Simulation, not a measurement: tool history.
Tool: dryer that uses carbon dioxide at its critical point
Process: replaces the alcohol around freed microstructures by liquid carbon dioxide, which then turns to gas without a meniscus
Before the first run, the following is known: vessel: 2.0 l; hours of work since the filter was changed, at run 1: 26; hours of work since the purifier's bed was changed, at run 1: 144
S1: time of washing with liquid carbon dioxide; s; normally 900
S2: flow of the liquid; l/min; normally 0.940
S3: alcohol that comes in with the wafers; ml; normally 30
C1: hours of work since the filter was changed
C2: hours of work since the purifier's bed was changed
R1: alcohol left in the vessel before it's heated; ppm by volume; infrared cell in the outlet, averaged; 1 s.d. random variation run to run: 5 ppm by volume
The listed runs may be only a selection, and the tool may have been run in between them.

run 1 hour=0.0 | S1=900 S2=0.940 S3=30 | C1=26 C2=144 | R1=34
run 2 hour=10.8 | S1=900 S2=0.940 S3=30 | C1=30 C2=148 | R1=30
run 3 hour=24.6 | S1=900 S2=0.940 S3=30 | C1=35 C2=153 | R1=36
run 4 hour=36.0 | S1=900 S2=0.940 S3=26 | C1=39 C2=157 | R1=38
run 5 hour=50.8 | S1=900 S2=0.940 S3=21 | C1=44 C2=163 | R1=28
run 6 hour=63.0 | S1=900 S2=0.940 S3=21 | C1=48 C2=167 | R1=33
run 7 hour=74.9 | S1=900 S2=0.940 S3=98 | C1=53 C2=171 | R1=89
run 8 hour=84.8 | S1=900 S2=0.940 S3=98 | C1=56 C2=175 | R1=88
run 9 hour=94.8 | S1=900 S2=0.940 S3=54 | C1=60 C2=178 | R1=48
run 10 hour=107.5 | S1=900 S2=0.940 S3=30 | C1=64 C2=183 | R1=39
run 11 hour=115.7 | S1=900 S2=0.940 S3=30 | C1=67 C2=186 | R1=44
run 12 hour=122.1 | S1=900 S2=0.940 S3=30 | C1=70 C2=188 | R1=48
run 13 hour=136.5 | S1=900 S2=0.940 S3=30 | C1=75 C2=193 | R1=41
run 14 hour=146.9 | S1=900 S2=0.940 S3=30 | C1=79 C2=197 | R1=43
run 15 hour=156.7 | S1=900 S2=0.940 S3=30 | C1=82 C2=201 | R1=43
run 16 hour=167.3 | S1=900 S2=1.242 S3=30 | C1=86 C2=205 | R1=15
run 17 hour=177.2 | S1=900 S2=1.242 S3=30 | C1=90 C2=208 | R1=19
run 18 hour=184.2 | S1=900 S2=1.242 S3=30 | C1=92 C2=211 | R1=18
run 19 hour=197.3 | S1=900 S2=1.242 S3=30 | C1=97 C2=215 | R1=30
run 20 hour=207.8 | S1=660 S2=0.940 S3=30 | C1=101 C2=219 | R1=158
run 21 hour=221.7 | S1=660 S2=0.940 S3=30 | C1=106 C2=224 | R1=167
run 22 hour=232.7 | S1=900 S2=0.774 S3=30 | C1=109 C2=228 | R1=98
run 23 hour=240.2 | S1=1200 S2=0.830 S3=52 | C1=112 C2=231 | R1=39
run 24 hour=251.8 | S1=900 S2=0.940 S3=85 | C1=116 C2=235 | R1=103
run 25 hour=260.3 | S1=900 S2=0.940 S3=85 | C1=119 C2=238 | R1=96
run 26 hour=275.1 | S1=900 S2=1.150 S3=71 | C1=125 C2=243 | R1=44
run 27 hour=289.2 | S1=1080 S2=0.892 S3=28 | C1=130 C2=248 | R1=29
run 28 hour=297.1 | S1=1020 S2=1.416 S3=30 | C1=133 C2=251 | R1=21
run 29 hour=303.7 | S1=1020 S2=1.416 S3=30 | C1=135 C2=254 | R1=26
run 30 hour=314.0 | S1=1020 S2=0.799 S3=30 | C1=139 C2=257 | R1=54
run 31 hour=322.6 | S1=1020 S2=0.842 S3=30 | C1=142 C2=260 | R1=44
run 32 hour=334.8 | S1=1020 S2=0.842 S3=30 | C1=146 C2=265 | R1=53
run 33 hour=347.8 | S1=1020 S2=0.842 S3=30 | C1=151 C2=270 | R1=47
run 34 hour=356.6 | S1=900 S2=0.665 S3=51 | C1=154 C2=273 | R1=340
run 35 hour=364.3 | S1=600 S2=0.671 S3=117 | C1=157 C2=276 | R1=3126
run 36 hour=378.1 | S1=600 S2=0.940 S3=112 | C1=162 C2=280 | R1=841
run 37 hour=392.3 | S1=900 S2=1.045 S3=107 | C1=167 C2=286 | R1=74
run 38 hour=406.3 | S1=540 S2=0.779 S3=107 | C1=172 C2=291 | R1=2474
run 39 hour=419.9 | S1=1080 S2=1.016 S3=107 | C1=177 C2=296 | R1=44
run 40 hour=427.0 | S1=900 S2=0.940 S3=30 | C1=180 C2=298 | R1=56
run 41 hour=439.7 | S1=780 S2=1.032 S3=60 | C1=184 C2=303 | R1=107
run 42 hour=454.4 | S1=1200 S2=1.189 S3=27 | C1=189 C2=308 | R1=26
run 43 hour=461.8 | S1=600 S2=1.357 S3=24 | C1=192 C2=311 | R1=51

What if the next run were any one of these 4? Each begins from the tool's condition after run 43:
run A hour=471.6 | S1=1080 S2=0.940 S3=30 | C1=196 C2=314 | R1=?
run B hour=471.6 | S1=1080 S2=0.970 S3=59 | C1=196 C2=314 | R1=?
run C hour=471.6 | S1=840 S2=1.357 S3=54 | C1=196 C2=314 | R1=?
run D hour=471.6 | S1=1140 S2=1.036 S3=24 | C1=196 C2=314 | R1=?

run=A R1=39
run=B R1=41
run=C R1=24
run=D R1=32
With the hidden condition removed and each run's random variation left untouched, the same runs would have given:
run=A R1=11
run=B R1=12
run=C R1=0
run=D R1=7

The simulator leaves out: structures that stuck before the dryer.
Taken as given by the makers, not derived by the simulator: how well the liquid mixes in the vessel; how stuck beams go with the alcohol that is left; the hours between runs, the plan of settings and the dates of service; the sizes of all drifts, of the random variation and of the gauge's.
